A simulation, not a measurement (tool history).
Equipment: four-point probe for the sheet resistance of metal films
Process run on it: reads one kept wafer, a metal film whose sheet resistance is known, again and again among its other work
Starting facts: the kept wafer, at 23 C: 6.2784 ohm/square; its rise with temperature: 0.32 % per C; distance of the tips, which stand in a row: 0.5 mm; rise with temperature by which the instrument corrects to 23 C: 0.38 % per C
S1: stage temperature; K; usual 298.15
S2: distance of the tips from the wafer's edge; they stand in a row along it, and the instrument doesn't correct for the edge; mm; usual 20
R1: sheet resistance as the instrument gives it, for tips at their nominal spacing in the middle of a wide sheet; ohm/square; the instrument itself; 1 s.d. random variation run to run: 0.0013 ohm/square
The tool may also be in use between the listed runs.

run     day      S1  S2        R1
  1       0  298.15  20  6.271376
  2   1.979  306.15  20  6.244633
  3    3.35  306.15  20  6.245081
  4     5.1  304.15  20  6.248623
  5   6.004  298.15  20  6.272642
  6   7.554  298.15  20  6.274868
  7   8.662  298.15  14  6.276515
  8  10.362  298.15  20  6.273764
  9  11.483  298.15  20  6.272396
 10  13.454  298.15  20  6.274002
 11  14.608  298.15  20  6.272206
 12  16.462  298.15  20  6.274977
 13  18.192  294.15  20   6.28987
 14  19.671  294.15  20  6.290805
 15  20.804  294.15  20  6.289556
     20.912  -- stage's thermometer calibrated
 16  22.233  294.15  20  6.290923
 17  23.517  294.15  12  6.296306
 18  25.188  294.15  12  6.293599
 19  26.271  294.15  12   6.29587
 20  28.104  294.15  12    6.2944
 21  29.312  294.15  12    6.2934
 22  30.221  294.15  12  6.293261
     31.062  -- stage's thermometer calibrated, once more
 23  31.062  298.15  23   6.27836
 24  32.729  298.15  23  6.273313
 25  34.679  298.15  23  6.277226
 26  35.588  298.15  23  6.277393
 27  36.729  294.15  20  6.291496
 28  37.583  294.15  20  6.291819
 29  39.296  294.15  20  6.294776
 30  40.983  303.15   9  6.267219
 31  41.921  303.15   9  6.268055
 32  43.829  300.15  51  6.269312
 33    45.2  300.15  51  6.267674
 34  46.042  300.15  51  6.268637
 35  47.988  300.15  51  6.269325
 36  49.608  295.15  48  6.286751
 37  50.929  295.15  48  6.285702
 38  52.429  296.15  72  6.286132
 39  53.233  294.15   4  6.344884
 40  54.917  298.15   5  6.309371
 41  56.046  302.15   5  6.297397
 42  57.817  292.15   5  6.334008
 43  59.267  301.15   6  6.291998
 44  60.962  306.15  20  6.250317
 45  62.371  298.15  50  6.279746

Here are 3 independent what-if runs from the current tool condition. What would each one return?
  A  63.879  306.15  38   ?
  B  63.879  298.15  22   ?
  C  63.879  306.15   4   ?

run        R1
  A  6.249524
  B    6.2787
  C       6.3
With no hidden state in the tool, these same runs would have given:
run        R1
  A  6.241912
  B  6.270971
  C   6.29233

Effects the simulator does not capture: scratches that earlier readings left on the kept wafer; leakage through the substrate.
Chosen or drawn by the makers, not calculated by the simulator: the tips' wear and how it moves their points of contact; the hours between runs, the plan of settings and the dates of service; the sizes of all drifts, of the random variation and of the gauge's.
